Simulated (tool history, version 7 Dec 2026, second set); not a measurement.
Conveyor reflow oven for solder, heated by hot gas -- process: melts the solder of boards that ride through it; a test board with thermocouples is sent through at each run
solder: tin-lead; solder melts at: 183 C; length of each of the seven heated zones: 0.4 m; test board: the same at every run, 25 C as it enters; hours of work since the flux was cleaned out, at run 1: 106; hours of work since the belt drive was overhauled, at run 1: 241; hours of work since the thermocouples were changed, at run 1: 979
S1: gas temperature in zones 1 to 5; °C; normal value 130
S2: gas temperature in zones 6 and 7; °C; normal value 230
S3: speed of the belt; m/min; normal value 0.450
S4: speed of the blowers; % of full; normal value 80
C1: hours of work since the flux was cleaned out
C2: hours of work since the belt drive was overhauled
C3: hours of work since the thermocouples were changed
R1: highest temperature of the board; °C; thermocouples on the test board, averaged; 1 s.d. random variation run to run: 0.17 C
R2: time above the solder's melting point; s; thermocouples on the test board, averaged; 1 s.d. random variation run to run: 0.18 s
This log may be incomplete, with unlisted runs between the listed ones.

run	hour	S1	S2	S3	S4	C1	C2	C3	R1	R2
1	0.0	130	230	0.450	80	106	241	979	214.0	74.4
2	9.1	130	230	0.450	80	112	247	985	213.8	74.1
3	25.8	130	230	0.370	80	123	257	995	219.0	99.0
4	41.3	130	230	0.370	80	132	267	1005	219.1	99.4
5	61.9	130	230	0.370	80	145	280	1018	218.9	99.0
6	73.4	130	230	0.370	80	153	287	1025	218.5	99.0
# hour 81.2: thermocouples of zones 6 and 7 changed
7	85.6	130	230	0.370	80	159	293	3	221.1	101.4
8	102.0	130	230	0.370	80	169	304	13	221.0	101.3
9	121.4	130	230	0.370	80	181	316	25	220.8	101.3
10	141.6	130	230	0.450	80	194	329	38	215.8	75.9
11	153.9	130	230	0.450	80	202	336	46	215.7	76.2
12	172.6	130	230	0.450	80	214	348	57	215.9	75.7
13	189.6	130	230	0.450	80	224	359	68	215.7	75.9
14	198.8	130	230	0.450	80	230	365	74	215.3	76.0
15	216.8	130	230	0.450	80	241	376	85	215.5	75.5
16	234.7	130	230	0.401	78	253	387	96	218.2	89.5
# hour 254.2: flux residue cleaned out of gas plates and filters
17	257.2	130	230	0.401	78	2	398	107	218.9	91.3
18	275.7	130	240	0.367	69	13	410	119	228.7	109.7
19	294.6	121	240	0.511	69	25	422	131	216.3	62.7
20	308.9	140	238	0.476	76	34	431	140	222.3	82.2
21	328.8	140	243	0.476	76	47	443	152	226.8	85.5
22	340.3	140	230	0.476	76	54	450	160	215.1	75.5
23	357.8	140	230	0.476	76	65	461	171	215.0	75.9
24	370.4	140	230	0.476	76	73	469	179	215.4	75.3
25	384.2	140	230	0.476	76	82	478	187	214.9	75.6
26	397.4	130	223	0.450	62	90	486	195	206.1	62.5
27	418.2	130	223	0.450	62	103	499	209	206.0	62.6
28	436.0	123	223	0.450	62	114	510	220	204.7	57.5
29	451.7	123	223	0.450	62	124	520	230	204.5	57.5
30	470.7	120	230	0.377	53	136	532	242	213.5	82.9

Some steps in R1 between neighbouring runs. How much of each would the tool show without its hidden state too (settings, what came in, random variation), and how much is left for the hidden state, with any gauge scatter that isn't in both results?
The tool's hidden condition here consists of: heat that the gas passes to the board, % of a clean oven's; belt's true speed, % of the reading; true gas temperature in zones 6 and 7 over the reading, C; drift of the gauge itself on peak_c, C; drift of the gauge itself on liquid_s, %.
Run 6 -> 7: thermocouples of zones 6 and 7 changed. R1 +2.6 °C: hidden state +2.2, all else +0.4.
Run 9 -> 10: S3 0.370 -> 0.450. R1 -5.0 °C: hidden state -0.2, all else -4.8.
Run 16 -> 17: flux residue cleaned out of gas plates and filters. R1 +0.7 °C: hidden state +1.0, all else -0.3.
Run 17 -> 18: S2 230 -> 240, S3 0.401 -> 0.367, S4 78 -> 69. R1 +9.8 °C: hidden state -0.1, all else +9.9.
Run 18 -> 19: S1 130 -> 121, S3 0.367 -> 0.511. R1 -12.4 °C: hidden state +0.1, all else -12.5.
Run 21 -> 22: S2 243 -> 230. R1 -11.7 °C: hidden state -0.1, all else -11.6.

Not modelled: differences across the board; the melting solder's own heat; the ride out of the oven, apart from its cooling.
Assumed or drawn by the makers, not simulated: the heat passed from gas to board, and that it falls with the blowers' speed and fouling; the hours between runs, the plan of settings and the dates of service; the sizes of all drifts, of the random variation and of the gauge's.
